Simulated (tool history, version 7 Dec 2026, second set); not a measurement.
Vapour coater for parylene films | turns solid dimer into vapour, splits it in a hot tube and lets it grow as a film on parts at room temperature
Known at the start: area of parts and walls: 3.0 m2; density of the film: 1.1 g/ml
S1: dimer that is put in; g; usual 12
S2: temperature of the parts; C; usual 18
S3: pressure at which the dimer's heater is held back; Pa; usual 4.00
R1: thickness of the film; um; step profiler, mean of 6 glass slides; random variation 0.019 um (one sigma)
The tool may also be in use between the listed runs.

{"run": 1, "day": 0.0, "S1": 12, "S2": 18, "S3": 4.0, "R1": 1.95}
{"day": 1.892, "done": "table's thermometer calibrated"}
{"run": 2, "day": 1.892, "S1": 12, "S2": 12, "S3": 4.0, "R1": 2.29}
{"run": 3, "day": 3.508, "S1": 12, "S2": 12, "S3": 4.0, "R1": 2.21}
{"run": 4, "day": 5.712, "S1": 12, "S2": 18, "S3": 4.0, "R1": 1.89}
{"run": 5, "day": 7.883, "S1": 6, "S2": 18, "S3": 4.0, "R1": 0.93}
{"run": 6, "day": 9.788, "S1": 6, "S2": 18, "S3": 4.0, "R1": 0.9}
{"day": 10.729, "done": "trap's valve overhauled"}
{"run": 7, "day": 12.417, "S1": 6, "S2": 18, "S3": 6.06, "R1": 0.95}
{"run": 8, "day": 14.596, "S1": 12, "S2": 18, "S3": 4.0, "R1": 2.03}
{"run": 9, "day": 17.529, "S1": 12, "S2": 18, "S3": 4.0, "R1": 1.99}
{"run": 10, "day": 20.15, "S1": 12, "S2": 18, "S3": 4.0, "R1": 1.88}
{"run": 11, "day": 23.25, "S1": 12, "S2": 18, "S3": 4.0, "R1": 1.86}
{"run": 12, "day": 24.525, "S1": 12, "S2": 18, "S3": 4.0, "R1": 1.78}
{"day": 26.167, "done": "trap's valve overhauled"}
{"run": 13, "day": 27.312, "S1": 12, "S2": 18, "S3": 11.24, "R1": 1.78}
{"run": 14, "day": 29.075, "S1": 12, "S2": 18, "S3": 11.24, "R1": 1.74}
{"run": 15, "day": 32.062, "S1": 12, "S2": 18, "S3": 11.24, "R1": 1.68}
{"run": 16, "day": 33.504, "S1": 12, "S2": 18, "S3": 11.24, "R1": 1.65}
{"run": 17, "day": 36.096, "S1": 12, "S2": 18, "S3": 11.24, "R1": 1.64}
{"run": 18, "day": 37.646, "S1": 12, "S2": 18, "S3": 11.24, "R1": 1.58}
{"run": 19, "day": 39.412, "S1": 12, "S2": 18, "S3": 11.24, "R1": 1.56}
{"day": 41.804, "done": "trap's valve overhauled"}
{"run": 20, "day": 41.867, "S1": 12, "S2": 18, "S3": 11.24, "R1": 1.77}
{"run": 21, "day": 44.108, "S1": 12, "S2": 15, "S3": 4.0, "R1": 2.16}
{"run": 22, "day": 47.242, "S1": 12, "S2": 15, "S3": 4.0, "R1": 2.1}
{"run": 23, "day": 49.042, "S1": 5, "S2": 13, "S3": 4.0, "R1": 0.88}
{"run": 24, "day": 52.05, "S1": 5, "S2": 18, "S3": 4.14, "R1": 0.76}
{"run": 25, "day": 54.621, "S1": 12, "S2": 29, "S3": 4.68, "R1": 1.36}
{"day": 56.221, "done": "table's thermometer calibrated"}
{"run": 26, "day": 56.7, "S1": 12, "S2": 29, "S3": 4.68, "R1": 1.34}
{"day": 57.346, "done": "trap's valve overhauled"}
{"run": 27, "day": 59.429, "S1": 13, "S2": 17, "S3": 6.0, "R1": 2.17}
{"run": 28, "day": 61.85, "S1": 18, "S2": 18, "S3": 6.0, "R1": 2.85}
{"run": 29, "day": 63.367, "S1": 12, "S2": 13, "S3": 8.06, "R1": 2.0}
{"run": 30, "day": 66.388, "S1": 6, "S2": 24, "S3": 4.0, "R1": 0.84}
{"run": 31, "day": 68.917, "S1": 12, "S2": 25, "S3": 9.99, "R1": 1.39}
{"run": 32, "day": 71.35, "S1": 12, "S2": 14, "S3": 4.0, "R1": 2.0}
{"day": 72.896, "done": "trap's valve overhauled"}
{"run": 33, "day": 73.688, "S1": 12, "S2": 10, "S3": 2.08, "R1": 2.72}
{"run": 34, "day": 76.483, "S1": 14, "S2": 13, "S3": 4.0, "R1": 2.6}
{"run": 35, "day": 78.571, "S1": 14, "S2": 19, "S3": 2.28, "R1": 2.44}
{"run": 36, "day": 80.246, "S1": 6, "S2": 12, "S3": 4.0, "R1": 1.13}
{"run": 37, "day": 82.262, "S1": 14, "S2": 14, "S3": 4.0, "R1": 2.42}

3 ways to go on from here, each from the tool as it stands after run 37. What would each give?
{"run": "A", "day": 84.412, "S1": 6, "S2": 14, "S3": 3.57, "R1": "?"}
{"run": "B", "day": 84.412, "S1": 8, "S2": 30, "S3": 6.66, "R1": "?"}
{"run": "C", "day": 84.412, "S1": 12, "S2": 15, "S3": 10.52, "R1": "?"}

run=A R1=1.04
run=B R1=0.89
run=C R1=1.72
Without the tool's hidden state the same runs would have given:
run=A R1=1.18
run=B R1=1.01
run=C R1=1.96
